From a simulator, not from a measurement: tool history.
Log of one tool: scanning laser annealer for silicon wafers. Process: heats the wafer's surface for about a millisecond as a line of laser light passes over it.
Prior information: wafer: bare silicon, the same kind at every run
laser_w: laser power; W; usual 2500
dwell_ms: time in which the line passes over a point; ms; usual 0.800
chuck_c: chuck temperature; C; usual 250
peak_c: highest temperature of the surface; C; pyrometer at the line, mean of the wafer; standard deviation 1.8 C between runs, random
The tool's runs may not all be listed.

{"run": 1, "hour": 0.0, "laser_w": 2500, "dwell_ms": 0.8, "chuck_c": 250, "peak_c": 1033}
{"run": 2, "hour": 21.0, "laser_w": 2500, "dwell_ms": 0.8, "chuck_c": 250, "peak_c": 1034}
{"run": 3, "hour": 37.7, "laser_w": 2638, "dwell_ms": 0.8, "chuck_c": 250, "peak_c": 1095}
{"run": 4, "hour": 67.1, "laser_w": 2638, "dwell_ms": 0.8, "chuck_c": 250, "peak_c": 1090}
{"run": 5, "hour": 84.5, "laser_w": 2638, "dwell_ms": 0.8, "chuck_c": 250, "peak_c": 1088}
{"run": 6, "hour": 106.9, "laser_w": 2638, "dwell_ms": 0.712, "chuck_c": 250, "peak_c": 1044}
{"run": 7, "hour": 133.2, "laser_w": 2590, "dwell_ms": 0.8, "chuck_c": 250, "peak_c": 1069}
{"run": 8, "hour": 152.3, "laser_w": 2590, "dwell_ms": 0.974, "chuck_c": 250, "peak_c": 1145}
{"run": 9, "hour": 169.4, "laser_w": 2500, "dwell_ms": 0.807, "chuck_c": 250, "peak_c": 1029}

What will run 10 give?
{"run": 10, "hour": 194.7, "laser_w": 2500, "dwell_ms": 0.974, "chuck_c": 251, "peak_c": "?"}

Run 10 measured peak_c 1104 C.
With the hidden condition absent and the run-to-run variation left alone, this run would have shown peak_c 1146 C.
